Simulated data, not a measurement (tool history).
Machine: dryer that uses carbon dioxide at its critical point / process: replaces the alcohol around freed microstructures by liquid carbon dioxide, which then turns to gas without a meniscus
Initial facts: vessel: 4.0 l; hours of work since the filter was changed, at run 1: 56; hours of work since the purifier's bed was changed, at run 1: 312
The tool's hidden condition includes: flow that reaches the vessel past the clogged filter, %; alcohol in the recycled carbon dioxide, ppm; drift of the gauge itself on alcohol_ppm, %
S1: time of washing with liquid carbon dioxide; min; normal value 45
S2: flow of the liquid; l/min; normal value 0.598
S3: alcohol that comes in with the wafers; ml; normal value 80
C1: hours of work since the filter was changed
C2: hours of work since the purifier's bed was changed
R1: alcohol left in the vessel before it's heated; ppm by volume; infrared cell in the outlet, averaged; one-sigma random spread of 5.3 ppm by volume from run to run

run   hour  S1     S2   S3   C1   C2    R1
  1      0  45  0.598   80   56  312   213
  2   37.3  45  0.598   80   85  341   240
  3   74.3  48  0.598   80  113  369   220
  4   98.4  48  0.598   80  132  387   231
  5    129  48  0.598   80  155  411   253
  6  166.6  48  0.598   80  184  440   277
  7  195.8  48  0.598   80  207  462   290
     227.7  -- inlet filter changed
  8  230.5  48  0.678   80    2  488   157
  9  272.5  45  0.598   21   34  520   159
 10  301.4  45  0.598   48   57  543   218
 11  325.4  45  0.598   48   75  561   220
 12  351.1  35    0.5   32   95  581   485
 13  382.4  35    0.5   32  119  605   513
 14  421.3  35    0.5   32  149  635   566
 15  473.2  32   0.78  100  188  674   501
 16  503.5  45  0.497   80  212  698   684
     528.2  -- inlet filter changed
 17  558.8  45  0.497   80   23  739   481
 18    606  45  0.497   80   60  776   508
 19  642.6  45  0.497   80   88  804   540
 20  684.6  27  0.485   67  120  836  1836
 21    716  45   0.38   80  144  860  1339

Some steps in R1 between neighbouring runs. How much of each would the tool show without its hidden state too (settings, what came in, random variation), and how much is left for the hidden state, with any gauge scatter that isn't in both results?
Run 16 -> 17: inlet filter changed. R1 -203 ppm by volume: hidden state -212, all else +9.
Run 19 -> 20: S1 45 -> 27, S2 0.497 -> 0.485, S3 80 -> 67. R1 +1296 ppm by volume: hidden state +250, all else +1046.
Run 20 -> 21: S1 27 -> 45, S2 0.485 -> 0.38, S3 67 -> 80. R1 -497 ppm by volume: hidden state +18, all else -515.
